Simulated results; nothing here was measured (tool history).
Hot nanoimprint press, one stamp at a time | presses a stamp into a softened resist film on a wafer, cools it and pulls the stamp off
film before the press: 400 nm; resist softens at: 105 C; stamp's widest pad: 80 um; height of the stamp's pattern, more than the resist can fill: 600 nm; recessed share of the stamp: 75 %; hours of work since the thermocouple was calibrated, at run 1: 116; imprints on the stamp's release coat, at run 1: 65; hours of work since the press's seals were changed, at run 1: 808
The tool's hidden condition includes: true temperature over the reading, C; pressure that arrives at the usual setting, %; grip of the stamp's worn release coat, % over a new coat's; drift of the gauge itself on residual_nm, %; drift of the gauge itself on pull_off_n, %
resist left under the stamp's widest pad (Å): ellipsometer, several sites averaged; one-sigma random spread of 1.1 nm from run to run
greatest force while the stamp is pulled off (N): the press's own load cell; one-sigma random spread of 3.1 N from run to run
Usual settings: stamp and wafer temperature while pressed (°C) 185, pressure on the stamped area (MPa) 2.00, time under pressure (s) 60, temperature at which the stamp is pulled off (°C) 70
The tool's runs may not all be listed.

| run | hour | stamp and wafer temperature while pressed (°C) | pressure on the stamped area (MPa) | time under pressure (s) | temperature at which the stamp is pulled off (°C) | hours of work since the thermocouple was calibrated | imprints on the stamp's release coat | hours of work since the press's seals were changed | resist left under the stamp's widest pad (Å) | greatest force while the stamp is pulled off (N) |
|---|---|---|---|---|---|---|---|---|---|---|
| 1 | 0.0 | 185 | 2.00 | 60 | 70 | 116 | 65 | 808 | 1871 | 197 |
| 2 | 23.1 | 185 | 2.00 | 65 | 70 | 131 | 158 | 823 | 1833 | 200 |
| 3 | 55.5 | 185 | 2.00 | 65 | 70 | 152 | 288 | 844 | 1815 | 201 |
| 4 | 80.0 | 185 | 2.00 | 65 | 70 | 168 | 386 | 859 | 1824 | 205 |
| 5 | 98.2 | 185 | 2.00 | 65 | 70 | 180 | 460 | 871 | 1826 | 205 |
| 6 | 114.7 | 185 | 2.00 | 60 | 70 | 190 | 526 | 882 | 1870 | 208 |
| 7 | 137.9 | 185 | 2.00 | 60 | 64 | 205 | 619 | 897 | 1904 | 235 |
| 8 | 155.3 | 185 | 2.00 | 31 | 64 | 216 | 689 | 908 | 2418 | 247 |
| 9 | 179.3 | 185 | 2.00 | 31 | 64 | 232 | 785 | 923 | 2394 | 251 |
| 10 | 201.6 | 185 | 2.86 | 31 | 64 | 246 | 875 | 938 | 2145 | 256 |
| 11 | 227.4 | 185 | 3.05 | 31 | 64 | 263 | 979 | 954 | 2121 | 263 |
| 12 | 246.2 | 185 | 3.05 | 31 | 64 | 275 | 1054 | 967 | 2140 | 266 |
| 13 | 265.3 | 185 | 2.00 | 60 | 63 | 287 | 1131 | 979 | 1927 | 269 |
| 14 | 283.2 | 185 | 2.00 | 60 | 63 | 299 | 1203 | 990 | 1916 | 270 |
|  | 303.9 | stamp cleaned and given a new release coat |
| 15 | 312.2 | 185 | 2.00 | 60 | 70 | 314 | 34 | 1005 | 1918 | 198 |
| 16 | 329.1 | 185 | 2.00 | 60 | 70 | 325 | 101 | 1016 | 1948 | 201 |
| 17 | 349.5 | 185 | 2.00 | 60 | 70 | 338 | 183 | 1029 | 1945 | 202 |
|  | 363.0 | plate thermocouple calibrated |
| 18 | 370.6 | 178 | 2.77 | 60 | 70 | 5 | 256 | 1041 | 2107 | 196 |
| 19 | 386.3 | 178 | 2.89 | 60 | 74 | 15 | 319 | 1051 | 2086 | 177 |
| 20 | 417.1 | 178 | 2.89 | 77 | 74 | 35 | 443 | 1071 | 1915 | 182 |
| 21 | 436.7 | 178 | 2.89 | 77 | 74 | 48 | 522 | 1084 | 1927 | 180 |
| 22 | 455.8 | 178 | 2.89 | 77 | 74 | 60 | 599 | 1096 | 1920 | 187 |
|  | 469.3 | press's hydraulic seals changed and the load cell set to zero |
| 23 | 487.7 | 178 | 3.14 | 60 | 70 | 75 | 694 | 12 | 1988 | 208 |
| 24 | 502.2 | 178 | 3.14 | 60 | 70 | 85 | 753 | 21 | 2015 | 208 |
| 25 | 528.4 | 191 | 3.14 | 60 | 70 | 102 | 858 | 38 | 1229 | 215 |
| 26 | 547.3 | 177 | 2.00 | 37 | 60 | 114 | 934 | 50 | 2764 | 279 |
| 27 | 579.2 | 177 | 2.00 | 38 | 60 | 134 | 1062 | 71 | 2753 | 286 |
| 28 | 600.2 | 184 | 2.00 | 114 | 64 | 148 | 1147 | 84 | 1484 | 261 |
|  | 635.2 | stamp cleaned and given a new release coat |
| 29 | 636.7 | 184 | 2.00 | 114 | 64 | 168 | 6 | 104 | 1485 | 222 |
| 30 | 650.1 | 186 | 2.00 | 60 | 61 | 176 | 60 | 113 | 1801 | 244 |
| 31 | 675.5 | 174 | 3.05 | 60 | 70 | 193 | 162 | 129 | 2361 | 198 |

Branching from run 31: 3 alternative next runs. What would each branch give?
| A | 700.7 | 182 | 2.00 | 31 | 74 | 209 | 263 | 145 | ? | ? |
| B | 700.7 | 185 | 2.00 | 50 | 70 | 209 | 263 | 145 | ? | ? |
| C | 700.7 | 186 | 2.24 | 60 | 65 | 209 | 263 | 145 | ? | ? |

| run | resist left under the stamp's widest pad (Å) | greatest force while the stamp is pulled off (N) |
|---|---|---|
| A | 2564 | 181 |
| B | 2020 | 201 |
| C | 1731 | 227 |
Had the tool no hidden state, the same runs would have come out as:
| run | resist left under the stamp's widest pad (Å) | greatest force while the stamp is pulled off (N) |
|---|---|---|
| A | 2492 | 170 |
| B | 1951 | 189 |
| C | 1666 | 214 |
